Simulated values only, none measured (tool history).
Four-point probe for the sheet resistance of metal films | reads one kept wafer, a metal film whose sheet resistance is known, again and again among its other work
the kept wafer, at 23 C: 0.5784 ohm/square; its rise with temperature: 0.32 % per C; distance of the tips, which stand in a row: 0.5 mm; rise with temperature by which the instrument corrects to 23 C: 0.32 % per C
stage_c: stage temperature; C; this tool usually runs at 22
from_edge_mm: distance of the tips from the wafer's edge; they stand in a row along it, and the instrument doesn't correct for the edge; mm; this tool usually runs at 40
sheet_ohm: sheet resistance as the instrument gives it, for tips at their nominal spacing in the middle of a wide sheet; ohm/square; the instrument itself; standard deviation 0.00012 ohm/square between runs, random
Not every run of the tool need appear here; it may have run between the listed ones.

{"run": 1, "hour": 0.0, "stage_c": 22, "from_edge_mm": 40, "sheet_ohm": 0.57866}
{"run": 2, "hour": 36.9, "stage_c": 22, "from_edge_mm": 6, "sheet_ohm": 0.580644}
{"run": 3, "hour": 58.0, "stage_c": 22, "from_edge_mm": 6, "sheet_ohm": 0.580732}
{"run": 4, "hour": 102.6, "stage_c": 22, "from_edge_mm": 6, "sheet_ohm": 0.580813}
{"run": 5, "hour": 135.6, "stage_c": 22, "from_edge_mm": 40, "sheet_ohm": 0.578631}
{"run": 6, "hour": 178.1, "stage_c": 22, "from_edge_mm": 40, "sheet_ohm": 0.578642}
{"run": 7, "hour": 217.0, "stage_c": 22, "from_edge_mm": 40, "sheet_ohm": 0.578495}
{"run": 8, "hour": 238.1, "stage_c": 22, "from_edge_mm": 14, "sheet_ohm": 0.578952}
{"run": 9, "hour": 265.9, "stage_c": 22, "from_edge_mm": 6, "sheet_ohm": 0.580625}
{"run": 10, "hour": 293.5, "stage_c": 22, "from_edge_mm": 6, "sheet_ohm": 0.580574}
{"run": 11, "hour": 318.6, "stage_c": 22, "from_edge_mm": 40, "sheet_ohm": 0.578312}
{"run": 12, "hour": 345.4, "stage_c": 22, "from_edge_mm": 40, "sheet_ohm": 0.578616}
{"run": 13, "hour": 383.1, "stage_c": 22, "from_edge_mm": 40, "sheet_ohm": 0.578524}
{"run": 14, "hour": 404.7, "stage_c": 22, "from_edge_mm": 40, "sheet_ohm": 0.578501}
{"run": 15, "hour": 428.9, "stage_c": 22, "from_edge_mm": 40, "sheet_ohm": 0.57853}
{"run": 16, "hour": 471.1, "stage_c": 22, "from_edge_mm": 40, "sheet_ohm": 0.578478}
{"run": 17, "hour": 494.9, "stage_c": 22, "from_edge_mm": 40, "sheet_ohm": 0.578589}
{"run": 18, "hour": 533.8, "stage_c": 22, "from_edge_mm": 40, "sheet_ohm": 0.578597}
{"run": 19, "hour": 581.8, "stage_c": 20, "from_edge_mm": 18, "sheet_ohm": 0.578674}
{"run": 20, "hour": 630.2, "stage_c": 20, "from_edge_mm": 18, "sheet_ohm": 0.578831}
{"run": 21, "hour": 681.2, "stage_c": 23, "from_edge_mm": 34, "sheet_ohm": 0.578511}
{"run": 22, "hour": 717.4, "stage_c": 32, "from_edge_mm": 6, "sheet_ohm": 0.580192}
{"run": 23, "hour": 742.0, "stage_c": 32, "from_edge_mm": 6, "sheet_ohm": 0.580243}
{"run": 24, "hour": 783.5, "stage_c": 29, "from_edge_mm": 6, "sheet_ohm": 0.580261}
{"run": 25, "hour": 805.6, "stage_c": 20, "from_edge_mm": 31, "sheet_ohm": 0.578602}
{"run": 26, "hour": 852.5, "stage_c": 33, "from_edge_mm": 54, "sheet_ohm": 0.578153}
{"run": 27, "hour": 893.8, "stage_c": 25, "from_edge_mm": 11, "sheet_ohm": 0.579034}
{"run": 28, "hour": 940.2, "stage_c": 30, "from_edge_mm": 5, "sheet_ohm": 0.581192}
{"run": 29, "hour": 981.1, "stage_c": 31, "from_edge_mm": 5, "sheet_ohm": 0.581104}
{"run": 30, "hour": 1004.0, "stage_c": 25, "from_edge_mm": 8, "sheet_ohm": 0.579668}
{"run": 31, "hour": 1027.8, "stage_c": 20, "from_edge_mm": 19, "sheet_ohm": 0.578792}
{"run": 32, "hour": 1063.4, "stage_c": 20, "from_edge_mm": 17, "sheet_ohm": 0.578792}
{"run": 33, "hour": 1103.4, "stage_c": 25, "from_edge_mm": 15, "sheet_ohm": 0.578793}
{"run": 34, "hour": 1129.8, "stage_c": 19, "from_edge_mm": 21, "sheet_ohm": 0.578795}
{"run": 35, "hour": 1164.0, "stage_c": 19, "from_edge_mm": 21, "sheet_ohm": 0.578664}
{"run": 36, "hour": 1210.2, "stage_c": 31, "from_edge_mm": 15, "sheet_ohm": 0.578537}

Predict each of these 4 candidate next runs independently; none follows another, all start after run 36:
{"run": "A", "hour": 1243.2, "stage_c": 32, "from_edge_mm": 40, "sheet_ohm": "?"}
{"run": "B", "hour": 1243.2, "stage_c": 22, "from_edge_mm": 36, "sheet_ohm": "?"}
{"run": "C", "hour": 1243.2, "stage_c": 27, "from_edge_mm": 12, "sheet_ohm": "?"}
{"run": "D", "hour": 1243.2, "stage_c": 33, "from_edge_mm": 5, "sheet_ohm": "?"}

run=A sheet_ohm=0.578375
run=B sheet_ohm=0.578754
run=C sheet_ohm=0.579039
run=D sheet_ohm=0.581375
Stripped of hidden state, with their random variation kept, the same runs would have yielded:
run=A sheet_ohm=0.578285
run=B sheet_ohm=0.578665
run=C sheet_ohm=0.578949
run=D sheet_ohm=0.581285

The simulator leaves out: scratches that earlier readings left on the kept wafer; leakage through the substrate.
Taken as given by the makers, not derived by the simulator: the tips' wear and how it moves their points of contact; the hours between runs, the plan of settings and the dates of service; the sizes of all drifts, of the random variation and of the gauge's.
